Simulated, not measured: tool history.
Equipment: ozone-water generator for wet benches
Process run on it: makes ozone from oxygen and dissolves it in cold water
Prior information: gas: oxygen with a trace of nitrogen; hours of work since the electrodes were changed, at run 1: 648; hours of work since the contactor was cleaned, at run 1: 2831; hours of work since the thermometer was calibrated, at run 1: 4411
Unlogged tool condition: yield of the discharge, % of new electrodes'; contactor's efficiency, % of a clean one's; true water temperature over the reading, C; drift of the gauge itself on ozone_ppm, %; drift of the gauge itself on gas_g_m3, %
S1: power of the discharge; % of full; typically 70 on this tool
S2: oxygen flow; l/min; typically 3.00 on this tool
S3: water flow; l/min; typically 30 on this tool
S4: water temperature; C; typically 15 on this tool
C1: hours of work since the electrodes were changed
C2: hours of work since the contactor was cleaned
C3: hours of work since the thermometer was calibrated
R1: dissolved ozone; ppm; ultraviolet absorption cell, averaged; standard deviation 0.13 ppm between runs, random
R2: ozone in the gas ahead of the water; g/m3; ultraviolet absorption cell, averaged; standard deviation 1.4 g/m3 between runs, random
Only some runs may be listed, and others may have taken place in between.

run 1 hour=0.0 | S1=70 S2=3.00 S3=30 S4=15 | C1=648 C2=2831 C3=4411 | R1=13.4 R2=259.4
run 2 hour=29.7 | S1=70 S2=3.00 S3=30 S4=15 | C1=674 C2=2857 C3=4437 | R1=13.1 R2=259.8
run 3 hour=47.1 | S1=70 S2=3.00 S3=30 S4=15 | C1=689 C2=2872 C3=4452 | R1=13.2 R2=257.3
run 4 hour=70.6 | S1=70 S2=3.00 S3=30 S4=15 | C1=709 C2=2892 C3=4472 | R1=13.5 R2=257.8
run 5 hour=104.1 | S1=70 S2=3.00 S3=30 S4=15 | C1=738 C2=2921 C3=4501 | R1=13.3 R2=257.3
run 6 hour=136.8 | S1=70 S2=3.00 S3=30 S4=15 | C1=766 C2=2950 C3=4529 | R1=13.3 R2=257.0
run 7 hour=170.9 | S1=70 S2=3.00 S3=30 S4=9 | C1=796 C2=2979 C3=4559 | R1=13.8 R2=257.2
run 8 hour=195.2 | S1=70 S2=3.00 S3=30 S4=9 | C1=817 C2=3000 C3=4580 | R1=13.8 R2=258.1
run 9 hour=231.1 | S1=70 S2=3.00 S3=30 S4=9 | C1=848 C2=3031 C3=4611 | R1=14.0 R2=258.3
run 10 hour=254.3 | S1=70 S2=3.00 S3=30 S4=9 | C1=868 C2=3052 C3=4631 | R1=14.0 R2=256.4
run 11 hour=277.7 | S1=70 S2=3.00 S3=30 S4=15 | C1=888 C2=3072 C3=4651 | R1=13.6 R2=256.3
run 12 hour=308.0 | S1=70 S2=3.00 S3=30 S4=15 | C1=915 C2=3098 C3=4678 | R1=13.4 R2=251.7
run 13 hour=333.7 | S1=70 S2=3.00 S3=30 S4=15 | C1=937 C2=3120 C3=4700 | R1=13.1 R2=255.8
run 14 hour=372.2 | S1=66 S2=3.00 S3=33 S4=12 | C1=970 C2=3154 C3=4733 | R1=11.6 R2=241.8
run 15 hour=409.1 | S1=66 S2=4.81 S3=37 S4=12 | C1=1002 C2=3186 C3=4765 | R1=12.0 R2=204.1
run 16 hour=427.8 | S1=51 S2=3.00 S3=30 S4=15 | C1=1019 C2=3202 C3=4782 | R1=9.9 R2=189.8
run 17 hour=445.9 | S1=74 S2=3.97 S3=35 S4=20 | C1=1034 C2=3218 C3=4797 | R1=12.3 R2=239.1
run 18 hour=463.3 | S1=74 S2=3.97 S3=35 S4=20 | C1=1049 C2=3233 C3=4812 | R1=12.5 R2=239.5
run 19 hour=482.7 | S1=69 S2=3.00 S3=36 S4=15 | C1=1066 C2=3250 C3=4829 | R1=10.6 R2=251.2
run 20 hour=503.8 | S1=70 S2=3.00 S3=30 S4=9 | C1=1085 C2=3268 C3=4848 | R1=13.8 R2=251.3
run 21 hour=542.1 | S1=70 S2=3.00 S3=30 S4=9 | C1=1118 C2=3301 C3=4881 | R1=14.0 R2=252.8
run 22 hour=567.9 | S1=70 S2=3.00 S3=38 S4=22 | C1=1140 C2=3323 C3=4903 | R1=9.3 R2=252.8
run 23 hour=597.5 | S1=70 S2=3.00 S3=29 S4=22 | C1=1166 C2=3349 C3=4929 | R1=13.3 R2=254.2
run 24 hour=614.2 | S1=70 S2=4.35 S3=30 S4=15 | C1=1180 C2=3364 C3=4943 | R1=15.4 R2=221.6

Run 25 has not been measured yet. What should we expect?
run 25 hour=631.0 | S1=70 S2=4.35 S3=30 S4=15 | C1=1195 C2=3378 C3=4958 | R1=? R2=?

Run 25 gave R1 15.0 ppm, R2 222.3 g/m3.
Minus the tool's unlogged condition, the same run would have read R1 15.1 ppm, R2 226.6 g/m3.

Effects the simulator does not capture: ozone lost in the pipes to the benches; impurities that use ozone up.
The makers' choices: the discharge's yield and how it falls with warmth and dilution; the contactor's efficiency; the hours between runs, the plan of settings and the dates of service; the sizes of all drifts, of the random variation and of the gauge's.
